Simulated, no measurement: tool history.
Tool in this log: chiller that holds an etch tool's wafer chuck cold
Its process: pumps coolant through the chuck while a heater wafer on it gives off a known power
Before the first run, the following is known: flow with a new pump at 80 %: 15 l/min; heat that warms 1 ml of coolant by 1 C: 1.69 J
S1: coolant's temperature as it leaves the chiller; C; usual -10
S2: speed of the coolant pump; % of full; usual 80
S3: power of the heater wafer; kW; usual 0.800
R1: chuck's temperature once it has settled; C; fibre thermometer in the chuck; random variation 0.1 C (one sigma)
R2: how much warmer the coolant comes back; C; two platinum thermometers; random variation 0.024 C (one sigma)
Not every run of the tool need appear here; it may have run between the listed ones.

run 1 hour=0.0 | S1=-10 S2=80 S3=0.800 | R1=-1.0 R2=1.92
run 2 hour=35.3 | S1=-10 S2=80 S3=0.800 | R1=-1.2 R2=1.93
run 3 hour=69.1 | S1=-10 S2=80 S3=0.800 | R1=-1.1 R2=1.97
run 4 hour=102.1 | S1=-10 S2=80 S3=1.127 | R1=2.6 R2=2.79
run 5 hour=133.9 | S1=-10 S2=80 S3=0.800 | R1=-1.3 R2=1.92
run 6 hour=168.3 | S1=-18 S2=80 S3=0.800 | R1=-9.3 R2=1.96
run 7 hour=202.4 | S1=-8 S2=80 S3=0.800 | R1=0.9 R2=1.97
-- hour=212.1 coolant pump overhauled
run 8 hour=252.4 | S1=-10 S2=80 S3=0.800 | R1=-1.0 R2=1.95
run 9 hour=292.5 | S1=-10 S2=80 S3=0.800 | R1=-1.1 R2=1.97
run 10 hour=338.0 | S1=-10 S2=80 S3=0.800 | R1=-0.8 R2=1.99
run 11 hour=383.9 | S1=-10 S2=80 S3=0.800 | R1=-1.1 R2=2.02
run 12 hour=435.9 | S1=-10 S2=80 S3=0.800 | R1=-0.9 R2=1.99
run 13 hour=485.0 | S1=-10 S2=80 S3=0.800 | R1=-0.8 R2=1.98
-- hour=496.1 coolant pump overhauled, once more
run 14 hour=546.5 | S1=-19 S2=80 S3=0.489 | R1=-13.4 R2=1.19
run 15 hour=580.1 | S1=-4 S2=62 S3=0.590 | R1=4.0 R2=1.80
run 16 hour=607.0 | S1=-4 S2=62 S3=0.590 | R1=3.9 R2=1.86
run 17 hour=653.2 | S1=-11 S2=83 S3=0.735 | R1=-3.1 R2=1.70
run 18 hour=693.0 | S1=-11 S2=83 S3=0.735 | R1=-3.1 R2=1.74
run 19 hour=742.4 | S1=-12 S2=72 S3=0.800 | R1=-2.3 R2=2.13
run 20 hour=793.6 | S1=-12 S2=85 S3=1.186 | R1=0.5 R2=2.62

The logged runs with the hidden state left out (each run's random variation unchanged):
Hidden state at play: heat passed by the chuck's channels, % of clean ones'; flow at a given pump speed, % of a new pump's; coolant's true temperature over the reading, C; drift of the gauge itself on chuck_c, C; drift of the gauge itself on warmer_back_c, C.
run=1 R1=-1.7 R2=1.87
run=2 R1=-1.9 R2=1.88
run=3 R1=-1.8 R2=1.92
run=4 R1=1.6 R2=2.72
run=5 R1=-2.0 R2=1.87
run=6 R1=-10.0 R2=1.91
run=7 R1=0.1 R2=1.92
run=8 R1=-1.9 R2=1.87
run=9 R1=-1.9 R2=1.88
run=10 R1=-1.7 R2=1.90
run=11 R1=-2.0 R2=1.93
run=12 R1=-1.9 R2=1.90
run=13 R1=-1.7 R2=1.89
run=14 R1=-13.9 R2=1.19
run=15 R1=3.4 R2=1.80
run=16 R1=3.3 R2=1.86
run=17 R1=-3.7 R2=1.70
run=18 R1=-3.8 R2=1.73
run=19 R1=-3.1 R2=2.12
run=20 R1=-0.5 R2=2.61
